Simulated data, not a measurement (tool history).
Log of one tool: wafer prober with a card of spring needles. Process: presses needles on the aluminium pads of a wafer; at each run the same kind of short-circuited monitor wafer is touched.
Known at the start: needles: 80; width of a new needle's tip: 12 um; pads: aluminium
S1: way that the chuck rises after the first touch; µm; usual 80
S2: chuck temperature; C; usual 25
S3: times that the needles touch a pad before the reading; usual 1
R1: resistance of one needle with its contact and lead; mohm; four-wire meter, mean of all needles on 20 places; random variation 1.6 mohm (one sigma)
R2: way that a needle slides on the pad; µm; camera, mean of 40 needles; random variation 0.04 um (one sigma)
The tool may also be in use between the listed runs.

Run 1, hour 0.0: usual settings. Result: R1 209 mohm, R2 12.71 µm.
At hour 1.2: tips cleaned on abrasive film.
At hour 5.8: tips cleaned on abrasive film.
At hour 10.9: tips cleaned on abrasive film.
Run 2, hour 12.9: usual settings but S3 3. Result: R1 181 mohm, R2 12.58 µm.
At hour 15.9: tips cleaned on abrasive film.
At hour 20.3: tips cleaned on abrasive film.
At hour 24.9: tips cleaned on abrasive film.
At hour 27.1: tips cleaned on abrasive film, once more.
Run 3, hour 27.7: usual settings but S3 3. Result: R1 174 mohm, R2 12.52 µm.
At hour 32.0: tips cleaned on abrasive film.
At hour 36.4: tips cleaned on abrasive film.
Run 4, hour 40.0: usual settings but S3 3. Result: R1 194 mohm, R2 12.56 µm.
At hour 41.2: tips cleaned on abrasive film.
At hour 46.4: tips cleaned on abrasive film.
At hour 51.3: tips cleaned on abrasive film.
At hour 56.3: tips cleaned on abrasive film.
Run 5, hour 57.1: usual settings. Result: R1 183 mohm, R2 12.44 µm.
At hour 61.4: tips cleaned on abrasive film.
At hour 66.4: tips cleaned on abrasive film.
Run 6, hour 67.0: usual settings. Result: R1 188 mohm, R2 12.43 µm.
At hour 71.2: tips cleaned on abrasive film.
At hour 75.9: tips cleaned on abrasive film.
Run 7, hour 77.5: usual settings but S1 90 µm, S2 106 C. Result: R1 211 mohm, R2 13.92 µm.
At hour 80.5: tips cleaned on abrasive film.
At hour 85.6: tips cleaned on abrasive film.
Run 8, hour 88.4: usual settings but S1 90 µm, S2 106 C. Result: R1 215 mohm, R2 13.98 µm.
At hour 90.4: tips cleaned on abrasive film.
At hour 91.8: height of the first contact set anew.
At hour 95.1: tips cleaned on abrasive film.
Run 9, hour 99.2: usual settings but S1 81 µm, S2 51 C. Result: R1 225 mohm, R2 12.90 µm.
At hour 100.4: tips cleaned on abrasive film.
At hour 105.8: tips cleaned on abrasive film.
Run 10, hour 106.8: usual settings but S1 74 µm. Result: R1 192 mohm, R2 11.74 µm.
At hour 110.8: tips cleaned on abrasive film.
At hour 115.8: tips cleaned on abrasive film.
Run 11, hour 115.8: usual settings but S1 69 µm, S2 103 C, S3 2. Result: R1 193 mohm, R2 10.95 µm.

Forecast each of these 5 alternatives for the next run:
At hour 120.9: tips cleaned on abrasive film.
At hour 126.1: tips cleaned on abrasive film.
Run A, hour 130.2: usual settings but S1 90 µm, S2 118 C, S3 2. Result: R1 ?, R2 ?.
At hour 120.9: tips cleaned on abrasive film.
At hour 126.1: tips cleaned on abrasive film.
Run B, hour 130.2: usual settings but S2 111 C. Result: R1 ?, R2 ?.
At hour 120.9: tips cleaned on abrasive film.
At hour 126.1: tips cleaned on abrasive film.
Run C, hour 130.2: usual settings but S1 95 µm, S2 41 C, S3 2. Result: R1 ?, R2 ?.
At hour 120.9: tips cleaned on abrasive film.
At hour 126.1: tips cleaned on abrasive film.
Run D, hour 130.2: usual settings but S1 99 µm, S2 72 C. Result: R1 ?, R2 ?.
At hour 120.9: tips cleaned on abrasive film.
At hour 126.1: tips cleaned on abrasive film.
Run E, hour 130.2: usual settings but S2 69 C. Result: R1 ?, R2 ?.

run   R1     R2
  A  212  14.26
  B  239  12.59
  C  196  15.09
  D  213  15.73
  E  234  12.64
Without the tool's hidden state the same runs would have given:
run   R1     R2
  A  179  14.37
  B  178  12.70
  C  164  15.21
  D  169  15.84
  E  170  12.76
